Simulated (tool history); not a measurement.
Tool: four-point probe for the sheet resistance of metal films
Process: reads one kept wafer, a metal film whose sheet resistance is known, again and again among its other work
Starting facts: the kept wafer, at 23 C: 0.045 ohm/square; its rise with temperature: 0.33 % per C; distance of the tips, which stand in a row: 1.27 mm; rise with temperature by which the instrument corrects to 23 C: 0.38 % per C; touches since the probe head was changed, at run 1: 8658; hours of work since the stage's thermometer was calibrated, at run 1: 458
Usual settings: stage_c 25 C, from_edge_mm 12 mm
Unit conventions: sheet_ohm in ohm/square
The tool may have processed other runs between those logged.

run,hour,stage_c,from_edge_mm,touches since the probe head was changed,hours of work since the stage's thermometer was calibrated,sheet_ohm
1,0.0,25,12,8658,458,0.045290
2,25.8,25,12,9124,470,0.045288
3,60.8,25,12,9756,485,0.045294
4,93.0,25,12,10338,499,0.045313
5,112.2,25,12,10684,508,0.045288
6,130.1,25,4,11008,516,0.047308
7,162.4,25,12,11591,530,0.045288
8,190.8,25,12,12103,543,0.045284
9,206.5,25,12,12387,549,0.045284
10,234.3,25,12,12889,562,0.045285
11,254.6,25,12,13255,571,0.045280
12,284.2,31,12,13790,584,0.045147
13,313.0,31,12,14310,597,0.045137
14,332.6,31,12,14663,605,0.045137
15,352.1,25,12,15015,614,0.045274
16,368.2,25,12,15306,621,0.045282
17,392.5,25,12,15745,632,0.045277
18,408.8,25,4,16040,639,0.047322
19,425.9,23,4,16348,647,0.047347
20,460.8,23,4,16978,662,0.047359
21,494.3,25,12,17583,677,0.045271
22,527.4,25,12,18181,691,0.045260
23,562.3,18,5,18811,707,0.046677
24,584.3,18,5,19207,717,0.046690
25,616.9,25,37,19796,731,0.045028
26,643.2,25,60,20271,743,0.044995
27,667.8,25,60,20715,754,0.044987
28,696.8,20,5,21239,766,0.046613
29,715.1,30,7,21570,775,0.045661
30,747.6,32,10,22156,789,0.045229
31,765.3,32,10,22475,797,0.045204
32,790.0,29,12,22922,808,0.045155
33,819.9,29,12,23461,821,0.045150
34,842.5,25,4,23870,831,0.047279
35,866.8,30,11,24308,842,0.045198
36,889.3,25,30,24714,852,0.045024
37,924.6,33,69,25351,867,0.044814
38,946.2,28,10,25741,877,0.045311
39,980.3,25,50,26357,892,0.044985
40,1000.4,34,3,26721,901,0.048669
41,1034.7,31,7,27339,916,0.045612
42,1060.6,24,7,27808,927,0.045768
43,1089.0,32,17,28320,940,0.044948
44,1104.6,24,50,28602,947,0.045009

A few steps of sheet_ohm between consecutive runs. Split each: what settings, incoming material and random variation would produce without the hidden state, and what is left over for the hidden state, along with gauge scatter present in only one of the two compared results (measured, and without hidden state):
The hidden state here: inner tips' distance over the nominal, %; tips' flats over new ones', %; wafer's true temperature over the reading, C; drift of the gauge itself on sheet_ohm, %.
Run 6 -> 7: from_edge_mm 4 -> 12. sheet_ohm -0.002020 ohm/square: hidden state -0.000005, all else -0.002015.
Run 20 -> 21: stage_c 23 -> 25, from_edge_mm 4 -> 12. sheet_ohm -0.002088 ohm/square: hidden state -0.000003, all else -0.002085.
Run 21 -> 22: settings left as they were, no log entry in between. sheet_ohm -0.000011 ohm/square: hidden state -0.000003, all else -0.000008.
Run 33 -> 34: stage_c 29 -> 25, from_edge_mm 12 -> 4. sheet_ohm +0.002129 ohm/square: hidden state -0.000001, all else +0.002130.
Run 39 -> 40: stage_c 25 -> 34, from_edge_mm 50 -> 3. sheet_ohm +0.003684 ohm/square: hidden state +0.000001, all else +0.003683.
Run 40 -> 41: stage_c 34 -> 31, from_edge_mm 3 -> 7. sheet_ohm -0.003057 ohm/square: hidden state -0.000003, all else -0.003054.
